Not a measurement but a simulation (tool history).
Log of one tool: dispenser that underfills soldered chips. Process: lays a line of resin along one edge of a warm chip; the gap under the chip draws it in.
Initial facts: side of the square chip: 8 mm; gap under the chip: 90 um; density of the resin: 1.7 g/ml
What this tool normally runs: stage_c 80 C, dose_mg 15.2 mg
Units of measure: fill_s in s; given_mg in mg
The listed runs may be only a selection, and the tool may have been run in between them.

Run 1, day 0.000: usual settings. Result: fill_s 12.7 s, given_mg 15.25 mg.
At day 0.304: new syringe of resin.
Run 2, day 0.321: usual settings. Result: fill_s 12.3 s, given_mg 15.24 mg.
Run 3, day 0.550: usual settings. Result: fill_s 17.2 s, given_mg 15.22 mg.
At day 0.625: new syringe of resin.
Run 4, day 0.783: usual settings. Result: fill_s 15.4 s, given_mg 15.16 mg.
At day 0.950: new syringe of resin.
Run 5, day 1.071: usual settings. Result: fill_s 15.0 s, given_mg 15.13 mg.
At day 1.267: new syringe of resin.
Run 6, day 1.292: usual settings. Result: fill_s 12.5 s, given_mg 15.13 mg.
At day 1.596: new syringe of resin.
Run 7, day 1.596: usual settings but dose_mg 17.2 mg. Result: fill_s 12.5 s, given_mg 17.08 mg.
At day 1.925: new syringe of resin.
Run 8, day 2.008: usual settings but dose_mg 17.2 mg. Result: fill_s 13.9 s, given_mg 17.02 mg.
At day 2.242: new syringe of resin.
Run 9, day 2.367: usual settings but dose_mg 18.6 mg. Result: fill_s 15.1 s, given_mg 18.37 mg.
Run 10, day 2.542: usual settings but stage_c 73 C, dose_mg 16.9 mg. Result: fill_s 26.8 s, given_mg 16.69 mg.
At day 2.592: new syringe of resin.
At day 2.912: new syringe of resin.
Run 11, day 2.929: usual settings but stage_c 94 C. Result: fill_s 6.8 s, given_mg 14.97 mg.
Run 12, day 3.212: usual settings but stage_c 94 C. Result: fill_s 10.3 s, given_mg 14.95 mg.
At day 3.258: new syringe of resin.
At day 3.588: new syringe of resin.
Run 13, day 3.633: usual settings but stage_c 94 C. Result: fill_s 7.1 s, given_mg 14.89 mg.
Run 14, day 3.842: usual settings but stage_c 94 C. Result: fill_s 9.5 s, given_mg 14.86 mg.
At day 3.908: new syringe of resin.
At day 4.038: dispensing valve cleaned and set on the balance.
Run 15, day 4.100: usual settings but stage_c 94 C. Result: fill_s 8.0 s, given_mg 15.15 mg.
At day 4.283: new syringe of resin.
Run 16, day 4.388: usual settings but stage_c 94 C. Result: fill_s 7.7 s, given_mg 15.15 mg.
At day 4.600: new syringe of resin.
Run 17, day 4.704: usual settings but stage_c 94 C. Result: fill_s 7.3 s, given_mg 15.10 mg.

Below, each run's measurement less what the same run would have read without the hidden state. Both values contain the same run-to-run variation, but the gauge's scatter may not be the same in both:
What the log doesn't record here: resin's viscosity, % of fresh resin's; dose that the valve gives, % of what is set; true chip temperature over the reading, C; drift of the gauge itself on fill_s, %; drift of the gauge itself on given_mg, %.
run  fill_s  given_mg
  1    +0.7     +0.07
  2    +0.1     +0.03
  3    +4.8     +0.00
  4    +3.2     -0.03
  5    +2.4     -0.05
  6    +0.5     -0.07
  7    -0.1     -0.12
  8    +1.6     -0.17
  9    +2.4     -0.23
 10    +9.4     -0.22
 11    +0.1     -0.24
 12    +3.5     -0.28
 13    +0.3     -0.32
 14    +2.8     -0.34
 15    +1.8     -0.03
 16    +0.9     -0.06
 17    +1.0     -0.10
